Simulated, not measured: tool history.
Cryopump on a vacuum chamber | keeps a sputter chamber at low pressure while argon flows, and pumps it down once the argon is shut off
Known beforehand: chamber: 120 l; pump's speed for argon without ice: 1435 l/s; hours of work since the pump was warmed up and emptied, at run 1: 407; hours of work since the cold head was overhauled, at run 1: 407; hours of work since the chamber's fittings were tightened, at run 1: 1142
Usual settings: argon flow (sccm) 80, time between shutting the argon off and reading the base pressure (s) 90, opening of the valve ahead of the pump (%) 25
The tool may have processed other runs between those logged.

| run | hour | argon flow (sccm) | time between shutting the argon off and reading the base pressure (s) | opening of the valve ahead of the pump (%) | hours of work since the pump was warmed up and emptied | hours of work since the cold head was overhauled | hours of work since the chamber's fittings were tightened | pressure while argon flows (Pa) | pressure after the wait (uPa) |
|---|---|---|---|---|---|---|---|---|---|
| 1 | 0.0 | 80 | 90 | 25 | 407 | 407 | 1142 | 0.3926 | 2.26 |
| 2 | 16.0 | 80 | 90 | 25 | 419 | 419 | 1154 | 0.3910 | 2.22 |
| 3 | 28.8 | 80 | 90 | 25 | 429 | 429 | 1164 | 0.3962 | 2.27 |
| 4 | 39.3 | 80 | 90 | 25 | 437 | 437 | 1172 | 0.3954 | 2.25 |
| 5 | 56.8 | 80 | 90 | 25 | 450 | 450 | 1185 | 0.3952 | 2.24 |
| 6 | 68.4 | 80 | 90 | 25 | 459 | 459 | 1194 | 0.3978 | 2.24 |
| 7 | 78.4 | 80 | 90 | 25 | 466 | 466 | 1201 | 0.3964 | 2.35 |
| 8 | 90.0 | 80 | 90 | 25 | 475 | 475 | 1210 | 0.3942 | 2.35 |
| 9 | 102.6 | 80 | 90 | 25 | 484 | 484 | 1219 | 0.3952 | 2.37 |
| 10 | 117.2 | 80 | 90 | 25 | 496 | 496 | 1231 | 0.3991 | 2.41 |
| 11 | 135.1 | 80 | 90 | 25 | 509 | 509 | 1244 | 0.3987 | 2.37 |
| 12 | 146.5 | 127 | 181 | 25 | 518 | 518 | 1253 | 0.6346 | 1.92 |
| 13 | 157.2 | 127 | 181 | 25 | 526 | 526 | 1261 | 0.6316 | 1.93 |
| 14 | 168.2 | 80 | 192 | 25 | 534 | 534 | 1269 | 0.4004 | 1.87 |
| 15 | 187.0 | 80 | 192 | 25 | 548 | 548 | 1283 | 0.4000 | 1.95 |
| 16 | 201.5 | 34 | 174 | 22 | 559 | 559 | 1294 | 0.1924 | 1.91 |
| 17 | 211.6 | 159 | 20 | 24 | 567 | 567 | 1302 | 0.8323 | 5.98 |
| 18 | 228.6 | 159 | 20 | 24 | 580 | 580 | 1315 | 0.8362 | 5.85 |
| 19 | 246.8 | 80 | 90 | 16 | 593 | 593 | 1328 | 0.6130 | 2.48 |
| 20 | 257.7 | 80 | 90 | 16 | 602 | 602 | 1337 | 0.6131 | 2.59 |
| 21 | 277.1 | 68 | 20 | 29 | 616 | 616 | 1351 | 0.2975 | 6.05 |
| 22 | 294.7 | 87 | 24 | 32 | 629 | 629 | 1364 | 0.3494 | 5.30 |

How would selected steps in pressure while argon flows (Pa) from run to run divide? Give the signed amount a tool lacking its hidden state would still show from settings, what came in and random variation, and the signed amount left for the hidden state, including any gauge scatter that is not in both of the compared results.
Hidden state present: pump's speed, % of a pump's without ice; cold plate's temperature, K; leak into the chamber, uPa l/s; drift of the gauge itself on working_pa, %; drift of the gauge itself on base_upa, %.
Run 16 -> 17: argon flow (sccm) 34 -> 159, time between shutting the argon off and reading the base pressure (s) 174 -> 20, opening of the valve ahead of the pump (%) 22 -> 24. pressure while argon flows (Pa) +0.6399: hidden state +0.0386, all else +0.6013.
Run 18 -> 19: argon flow (sccm) 159 -> 80, time between shutting the argon off and reading the base pressure (s) 20 -> 90, opening of the valve ahead of the pump (%) 24 -> 16. pressure while argon flows (Pa) -0.2232: hidden state -0.0244, all else -0.1988.
Run 20 -> 21: argon flow (sccm) 80 -> 68, time between shutting the argon off and reading the base pressure (s) 90 -> 20, opening of the valve ahead of the pump (%) 16 -> 29. pressure while argon flows (Pa) -0.3156: hidden state -0.0033, all else -0.3123.

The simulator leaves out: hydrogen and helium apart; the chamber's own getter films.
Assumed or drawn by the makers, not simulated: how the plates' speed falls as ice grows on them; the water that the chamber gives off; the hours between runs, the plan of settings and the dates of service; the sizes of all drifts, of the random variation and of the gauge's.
